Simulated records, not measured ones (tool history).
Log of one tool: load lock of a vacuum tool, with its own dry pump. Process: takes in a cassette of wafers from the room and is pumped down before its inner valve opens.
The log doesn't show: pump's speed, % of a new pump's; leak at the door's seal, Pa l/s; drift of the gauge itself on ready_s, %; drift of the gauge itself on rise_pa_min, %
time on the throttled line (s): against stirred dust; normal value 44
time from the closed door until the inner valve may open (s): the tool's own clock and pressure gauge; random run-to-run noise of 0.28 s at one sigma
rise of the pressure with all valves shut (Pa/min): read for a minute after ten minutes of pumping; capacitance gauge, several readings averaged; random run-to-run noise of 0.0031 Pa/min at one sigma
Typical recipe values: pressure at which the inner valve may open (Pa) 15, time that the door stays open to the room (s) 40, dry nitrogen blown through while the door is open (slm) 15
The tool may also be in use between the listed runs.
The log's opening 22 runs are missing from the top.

run	day	time on the throttled line (s)	pressure at which the inner valve may open (Pa)	time that the door stays open to the room (s)	dry nitrogen blown through while the door is open (slm)	hours that the pump has run since its overhaul	times that the door has closed on its seal	incoming humidity of the room's air, %	time from the closed door until the inner valve may open (s)	rise of the pressure with all valves shut (Pa/min)
23	389.471	31	12	51	9	17765	29164	43.0	57.3	0.180
24	401.767	31	12	51	9	18060	30629	47.8	57.4	0.200
25	426.567	81	17	72	5	18655	33583	48.7	98.8	0.238
26	441.858	28	14	47	13	19022	35405	45.6	55.0	0.215
27	463.483	72	17	143	11	19541	37982	44.2	91.7	0.264
28	485.067	45	17	125	11	20059	40553	44.3	68.9	0.268
29	502.154	45	17	125	11	20469	42589	46.4	69.2	0.284
30	519.512	45	17	125	11	20886	44657	42.9	69.7	0.298
# day 527.225: dry pump taken out, an overhauled one fitted
31	540.367	44	24	139	15	315	47112	42.5	61.6	0.310
32	565.042	44	24	139	15	908	50051	42.7	62.2	0.332
33	581.579	80	11	40	15	1305	52022	41.3	96.4	0.316
34	594.679	44	25	40	15	1619	53582	42.4	62.1	0.324
35	618.488	44	19	40	6	2190	56419	44.5	62.9	0.377
36	635.188	49	18	237	15	2591	58408	43.7	67.8	0.411

Predict each of these 4 candidate next runs independently; none follows another, all start after run 36:
A	649.062	44	15	40	6	2924	60061	44.6	?	?
B	649.062	44	12	40	18	2924	60061	45.3	?	?
C	649.062	33	18	237	15	2924	60061	48.3	?	?
D	649.062	44	28	234	42	2924	60061	43.4	?	?

run	time from the closed door until the inner valve may open (s)	rise of the pressure with all valves shut (Pa/min)
A	63.8	0.402
B	64.4	0.374
C	53.5	0.432
D	61.9	0.376
With no hidden state in the tool, these same runs would have given:
run	time from the closed door until the inner valve may open (s)	rise of the pressure with all valves shut (Pa/min)
A	63.3	0.083
B	63.9	0.059
C	52.9	0.119
D	61.5	0.060

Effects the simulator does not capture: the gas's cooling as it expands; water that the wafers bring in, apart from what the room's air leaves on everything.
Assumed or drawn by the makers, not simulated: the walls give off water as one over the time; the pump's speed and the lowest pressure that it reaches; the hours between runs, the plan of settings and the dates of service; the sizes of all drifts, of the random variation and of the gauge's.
